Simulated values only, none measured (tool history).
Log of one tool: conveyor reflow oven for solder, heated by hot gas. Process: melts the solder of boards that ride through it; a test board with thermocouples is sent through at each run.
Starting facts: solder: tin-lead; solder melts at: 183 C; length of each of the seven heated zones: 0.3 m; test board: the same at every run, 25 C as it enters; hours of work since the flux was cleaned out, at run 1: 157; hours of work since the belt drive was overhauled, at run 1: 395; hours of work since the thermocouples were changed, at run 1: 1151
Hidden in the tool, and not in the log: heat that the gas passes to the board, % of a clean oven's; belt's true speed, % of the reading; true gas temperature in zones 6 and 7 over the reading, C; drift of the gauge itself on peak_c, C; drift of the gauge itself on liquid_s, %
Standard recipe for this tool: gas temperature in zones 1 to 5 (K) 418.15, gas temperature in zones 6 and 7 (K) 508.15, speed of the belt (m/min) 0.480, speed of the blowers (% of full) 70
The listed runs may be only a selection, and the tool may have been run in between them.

run     day  gas temperature in zones 1 to 5 (K)  gas temperature in zones 6 and 7 (K)  speed of the belt (m/min)  speed of the blowers (% of full)  hours of work since the flux was cleaned out  hours of work since the belt drive was overhauled  hours of work since the thermocouples were changed  highest temperature of the board (K)  time above the solder's melting point (s)
  1   0.000                               418.15                                508.15                      0.480                                70                                           157                                                395                                                1151                                499.25                                       65.8
  2   2.971                               418.15                                508.15                      0.480                                70                                           186                                                425                                                1180                                499.35                                       66.0
  3   4.558                               418.15                                508.15                      0.480                                70                                           201                                                440                                                1196                                499.45                                       66.1
  4   8.192                               418.15                                508.15                      0.480                                70                                           237                                                476                                                1231                                499.35                                       65.4
  5  10.308                               418.15                                508.15                      0.480                                70                                           258                                                496                                                1252                                498.55                                       66.0
  6  14.075                               418.15                                508.15                      0.480                                70                                           295                                                533                                                1289                                499.35                                       65.5
  7  15.704                               418.15                                508.15                      0.480                                70                                           310                                                549                                                1305                                499.25                                       65.7
     16.504  -- thermocouples of zones 6 and 7 changed
  8  19.379                               418.15                                508.15                      0.480                                70                                           346                                                584                                                  28                                495.25                                       63.7
  9  21.338                               418.15                                508.15                      0.480                                70                                           365                                                603                                                  47                                495.35                                       63.3
 10  23.471                               418.15                                508.15                      0.480                                70                                           386                                                624                                                  68                                495.35                                       63.0
 11  25.154                               418.15                                508.15                      0.480                                70                                           402                                                641                                                  85                                495.55                                       63.4
 12  28.596                               418.15                                508.15                      0.480                                70                                           436                                                674                                                 118                                494.75                                       63.5
     29.817  -- flux residue cleaned out of gas plates and filters
 13  31.708                               418.15                                508.15                      0.472                                70                                            18                                                703                                                 147                                498.05                                       66.8
 14  34.983                               432.15                                508.15                      0.472                                70                                            51                                                735                                                 179                                499.95                                       73.1
 15  37.192                               405.15                                505.15                      0.472                                70                                            72                                                757                                                 200                                493.65                                       59.6
 16  38.946                               408.15                                505.15                      0.398                                70                                            89                                                774                                                 218                                497.95                                       76.4
 17  41.304                               404.15                                500.15                      0.400                                90                                           112                                                797                                                 241                                494.85                                       73.4
 18  43.800                               421.15                                516.15                      0.470                                69                                           137                                                821                                                 265                                505.75                                       72.5

Run 19 has not been measured yet. What should we expect?
 19  47.000                               421.15                                516.15                      0.470                                69                                           168                                                853                                                 296                                     ?                                          ?

Run 19 produced highest temperature of the board (K) 505.35, time above the solder's melting point (s) 72.0.
Without the tool's hidden state the same run would have given highest temperature of the board (K) 504.55, time above the solder's melting point (s) 70.3.

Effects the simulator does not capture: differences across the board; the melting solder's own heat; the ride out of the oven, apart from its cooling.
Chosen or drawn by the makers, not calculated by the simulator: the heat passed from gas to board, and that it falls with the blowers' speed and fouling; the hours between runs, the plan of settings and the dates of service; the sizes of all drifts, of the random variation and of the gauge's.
